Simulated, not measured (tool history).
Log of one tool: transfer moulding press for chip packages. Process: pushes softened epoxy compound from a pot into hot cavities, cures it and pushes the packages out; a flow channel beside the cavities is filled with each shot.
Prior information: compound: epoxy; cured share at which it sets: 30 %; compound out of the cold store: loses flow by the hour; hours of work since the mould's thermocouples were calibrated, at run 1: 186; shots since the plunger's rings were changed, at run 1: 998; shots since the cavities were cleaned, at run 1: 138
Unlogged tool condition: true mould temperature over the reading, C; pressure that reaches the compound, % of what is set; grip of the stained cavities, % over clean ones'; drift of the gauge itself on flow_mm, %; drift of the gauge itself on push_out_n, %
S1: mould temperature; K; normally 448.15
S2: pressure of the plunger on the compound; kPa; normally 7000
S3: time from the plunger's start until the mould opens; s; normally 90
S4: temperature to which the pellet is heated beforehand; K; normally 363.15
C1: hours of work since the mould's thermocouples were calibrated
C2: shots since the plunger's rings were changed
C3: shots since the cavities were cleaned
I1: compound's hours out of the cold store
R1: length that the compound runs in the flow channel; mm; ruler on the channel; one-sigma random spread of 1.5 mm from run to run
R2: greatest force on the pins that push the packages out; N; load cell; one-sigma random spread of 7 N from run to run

Run 1, hour 0: usual settings; C1 186; C2 998; C3 138; I1 43.8. Result: R1 538 mm, R2 289 N.
At hour 42.2: cavities cleaned with cleaning compound and waxed.
Run 2, hour 79.2: usual settings; C1 235; C2 1906; C3 431; I1 46.5. Result: R1 530 mm, R2 299 N.
At hour 94.7: cavities cleaned with cleaning compound and waxed.
Run 3, hour 115: usual settings; C1 257; C2 2307; C3 236; I1 35.9. Result: R1 559 mm, R2 287 N.
At hour 148: cavities cleaned with cleaning compound and waxed.
Run 4, hour 190.4: usual settings; C1 304; C2 3172; C3 496; I1 10.6. Result: R1 639 mm, R2 320 N.
At hour 203.6: cavities cleaned with cleaning compound and waxed.
At hour 227.6: plunger's sealing rings changed.
Run 5, hour 253.9: usual settings; C1 341; C2 309; C3 559; I1 15. Result: R1 624 mm, R2 316 N.
At hour 261.3: cavities cleaned with cleaning compound and waxed.
At hour 313.8: cavities cleaned with cleaning compound and waxed.
Run 6, hour 322.3: usual settings but S4 357.15 K; C1 383; C2 1074; C3 100; I1 47.5. Result: R1 527 mm, R2 308 N.
At hour 368: cavities cleaned with cleaning compound and waxed.
Run 7, hour 389.8: usual settings but S4 357.15 K; C1 425; C2 1844; C3 254; I1 22.6. Result: R1 601 mm, R2 312 N.
At hour 421.1: cavities cleaned with cleaning compound and waxed.
Run 8, hour 433.1: usual settings but S4 357.15 K; C1 451; C2 2333; C3 140; I1 45.4. Result: R1 534 mm, R2 301 N.
At hour 472.8: cavities cleaned with cleaning compound and waxed.
Run 9, hour 510.6: usual settings but S3 87 s; C1 499; C2 3222; C3 442; I1 34.2. Result: R1 567 mm, R2 317 N.
At hour 527.5: cavities cleaned with cleaning compound and waxed.
At hour 547.2: plunger's sealing rings changed.
At hour 582.4: cavities cleaned with cleaning compound and waxed.
Run 10, hour 584.3: usual settings; C1 542; C2 416; C3 22; I1 45.1. Result: R1 533 mm, R2 294 N.
At hour 635.9: cavities cleaned with cleaning compound and waxed.
Run 11, hour 658.6: usual settings; C1 588; C2 1267; C3 265; I1 41.3. Result: R1 542 mm, R2 296 N.
At hour 688.7: cavities cleaned with cleaning compound and waxed.
Run 12, hour 729: usual settings but S2 7590 kPa; C1 632; C2 2073; C3 471; I1 45. Result: R1 559 mm, R2 292 N.
At hour 745.2: cavities cleaned with cleaning compound and waxed.
At hour 796.8: cavities cleaned with cleaning compound and waxed.
Run 13, hour 811.6: usual settings but S2 6620 kPa; C1 682; C2 3004; C3 173; I1 14.9. Result: R1 607 mm, R2 304 N.
At hour 851.8: cavities cleaned with cleaning compound and waxed.
At hour 865.2: plunger's sealing rings changed.
Run 14, hour 882: usual settings but S2 6620 kPa; C1 724; C2 196; C3 324; I1 21.8. Result: R1 588 mm, R2 304 N.
At hour 909.2: cavities cleaned with cleaning compound and waxed.
Run 15, hour 953.1: usual settings but S2 6620 kPa, S3 94 s, S4 368.15 K; C1 769; C2 1010; C3 514; I1 36.6. Result: R1 542 mm, R2 266 N.
At hour 960.3: cavities cleaned with cleaning compound and waxed.
Run 16, hour 994.8: usual settings but S1 446.15 K, S2 6620 kPa, S3 124 s, S4 368.15 K; C1 794; C2 1480; C3 404; I1 40.3. Result: R1 540 mm, R2 227 N.
At hour 1011.5: cavities cleaned with cleaning compound and waxed.
Run 17, hour 1033.6: usual settings but S1 446.15 K, S2 6620 kPa, S3 124 s, S4 368.15 K; C1 818; C2 1915; C3 258; I1 22.6. Result: R1 589 mm, R2 218 N.
At hour 1066.9: cavities cleaned with cleaning compound and waxed.
Run 18, hour 1088: usual settings but S2 7090 kPa, S3 124 s; C1 851; C2 2534; C3 247; I1 20.9. Result: R1 607 mm, R2 227 N.
At hour 1112.6: mould's thermocouples calibrated.
At hour 1120: cavities cleaned with cleaning compound and waxed.
Run 19, hour 1161.7: usual settings but S1 441.15 K, S2 7280 kPa, S3 81 s, S4 358.15 K; C1 30; C2 3354; C3 487; I1 26.1. Result: R1 626 mm, R2 654 N.
At hour 1174.8: cavities cleaned with cleaning compound and waxed.
At hour 1183.5: plunger's sealing rings changed.
At hour 1231.6: cavities cleaned with cleaning compound and waxed.
Run 20, hour 1239.7: usual settings but S2 5410 kPa, S3 70 s, S4 370.15 K; C1 76; C2 639; C3 94; I1 13.1. Result: R1 551 mm, R2 523 N.
At hour 1286.5: cavities cleaned with cleaning compound and waxed.
Run 21, hour 1308.8: usual settings but S3 93 s; C1 119; C2 1429; C3 260; I1 43.9. Result: R1 536 mm, R2 269 N.
At hour 1339.5: cavities cleaned with cleaning compound and waxed.
At hour 1392.7: cavities cleaned with cleaning compound and waxed.
Run 22, hour 1394.5: usual settings but S1 454.15 K, S2 8000 kPa, S3 130 s, S4 356.15 K; C1 171; C2 2397; C3 22; I1 37.6. Result: R1 575 mm, R2 217 N.
At hour 1445.3: cavities cleaned with cleaning compound and waxed.
Run 23, hour 1453.4: usual settings but S1 454.15 K, S2 8000 kPa, S3 130 s, S4 356.15 K; C1 208; C2 3067; C3 95; I1 32.5. Result: R1 588 mm, R2 217 N.
At hour 1498.8: plunger's sealing rings changed.
At hour 1500.3: cavities cleaned with cleaning compound and waxed.
Run 24, hour 1525: usual settings but S1 454.15 K, S2 8000 kPa, S3 130 s, S4 361.15 K; C1 250; C2 289; C3 289; I1 24.6. Result: R1 616 mm, R2 217 N.
At hour 1553.9: cavities cleaned with cleaning compound and waxed.
Run 25, hour 1575.3: usual settings but S1 450.15 K, S2 8000 kPa, S3 130 s, S4 361.15 K; C1 281; C2 859; C3 250; I1 8.5. Result: R1 681 mm, R2 227 N.

Expected results for the next run?
At hour 1607.6: cavities cleaned with cleaning compound and waxed.
Run 26, hour 1642.6: usual settings but S1 450.15 K, S2 7360 kPa, S3 130 s, S4 361.15 K; C1 323; C2 1629; C3 410; I1 18.2. Result: R1 ?, R2 ?.

Run 26 measured R1 623 mm, R2 221 N.
Were there no unlogged condition in the tool, this run, its random variation unchanged, would have produced R1 623 mm, R2 219 N.

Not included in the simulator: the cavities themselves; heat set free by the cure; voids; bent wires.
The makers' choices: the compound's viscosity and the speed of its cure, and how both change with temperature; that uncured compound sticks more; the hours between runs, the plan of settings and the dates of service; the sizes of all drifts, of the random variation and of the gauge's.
